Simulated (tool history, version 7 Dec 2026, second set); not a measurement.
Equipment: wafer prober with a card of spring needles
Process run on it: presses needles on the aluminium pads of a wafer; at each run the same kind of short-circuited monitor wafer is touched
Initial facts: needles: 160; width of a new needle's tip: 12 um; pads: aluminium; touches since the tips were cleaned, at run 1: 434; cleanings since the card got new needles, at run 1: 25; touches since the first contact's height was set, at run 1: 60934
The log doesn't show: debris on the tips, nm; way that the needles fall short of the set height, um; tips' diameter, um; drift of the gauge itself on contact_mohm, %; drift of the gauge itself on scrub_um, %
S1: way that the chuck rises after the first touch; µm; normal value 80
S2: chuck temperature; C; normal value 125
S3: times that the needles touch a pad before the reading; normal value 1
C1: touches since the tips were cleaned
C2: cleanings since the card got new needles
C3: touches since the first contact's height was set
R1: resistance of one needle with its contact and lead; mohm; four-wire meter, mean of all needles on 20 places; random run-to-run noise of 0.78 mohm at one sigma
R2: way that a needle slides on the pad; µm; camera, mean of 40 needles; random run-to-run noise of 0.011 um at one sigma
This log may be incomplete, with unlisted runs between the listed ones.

Run 1, hour 0: usual settings; C1 434; C2 25; C3 60934. Result: R1 119.5 mohm, R2 12.03 µm.
At hour 25.2: tips cleaned on abrasive film.
Run 2, hour 33.8: usual settings; C1 2212; C2 26; C3 69620. Result: R1 119.2 mohm, R2 12.03 µm.
At hour 51.5: tips cleaned on abrasive film.
Run 3, hour 74.1: usual settings but S3 2; C1 5844; C2 27; C3 80010. Result: R1 120.2 mohm, R2 12 µm.
At hour 76.9: tips cleaned on abrasive film.
At hour 103.5: tips cleaned on abrasive film.
Run 4, hour 108.8: usual settings but S3 2; C1 1380; C2 29; C3 88904. Result: R1 120.4 mohm, R2 12.02 µm.
At hour 128.1: tips cleaned on abrasive film.
Run 5, hour 140.3: usual settings but S3 2; C1 3135; C2 30; C3 96996. Result: R1 120 mohm, R2 12.02 µm.
At hour 154: tips cleaned on abrasive film.
Run 6, hour 159.3: usual settings but S3 2; C1 1372; C2 31; C3 101887. Result: R1 119.2 mohm, R2 12.01 µm.
At hour 179: tips cleaned on abrasive film.
Run 7, hour 190: usual settings but S3 2; C1 2836; C2 32; C3 109763. Result: R1 120.7 mohm, R2 12.01 µm.
At hour 203.4: tips cleaned on abrasive film.
Run 8, hour 208.3: usual settings but S3 2; C1 1265; C2 33; C3 114478. Result: R1 120.2 mohm, R2 11.99 µm.
At hour 228.4: tips cleaned on abrasive film.
Run 9, hour 228.4: usual settings but S3 2; C1 0; C2 34; C3 119622. Result: R1 119.9 mohm, R2 12.02 µm.
At hour 252.3: height of the first contact set anew.
Run 10, hour 252.3: usual settings but S1 95 µm; C1 6098; C2 34; C3 0. Result: R1 120.6 mohm, R2 14.29 µm.
At hour 254.9: tips cleaned on abrasive film.
Run 11, hour 275: usual settings but S1 62 µm, S2 41 C, S3 2; C1 5196; C2 35; C3 5838. Result: R1 110 mohm, R2 9.3 µm.
At hour 280.5: tips cleaned on abrasive film.
At hour 307.2: tips cleaned on abrasive film.
Run 12, hour 314.5: usual settings but S1 93 µm, S2 28 C; C1 1867; C2 37; C3 15957. Result: R1 106.5 mohm, R2 13.98 µm.

Predict the results of run 13:
At hour 331.4: tips cleaned on abrasive film.
Run 13, hour 340.1: usual settings but S2 30 C, S3 2; C1 2224; C2 38; C3 22532. Result: R1 ?, R2 ?.

{"run 13": {"R1": 107.1, "R2": 12.02}}
If the tool had no hidden condition, the same run with the same run-to-run variation would have returned R1 106.9 mohm, R2 12.03 µm.
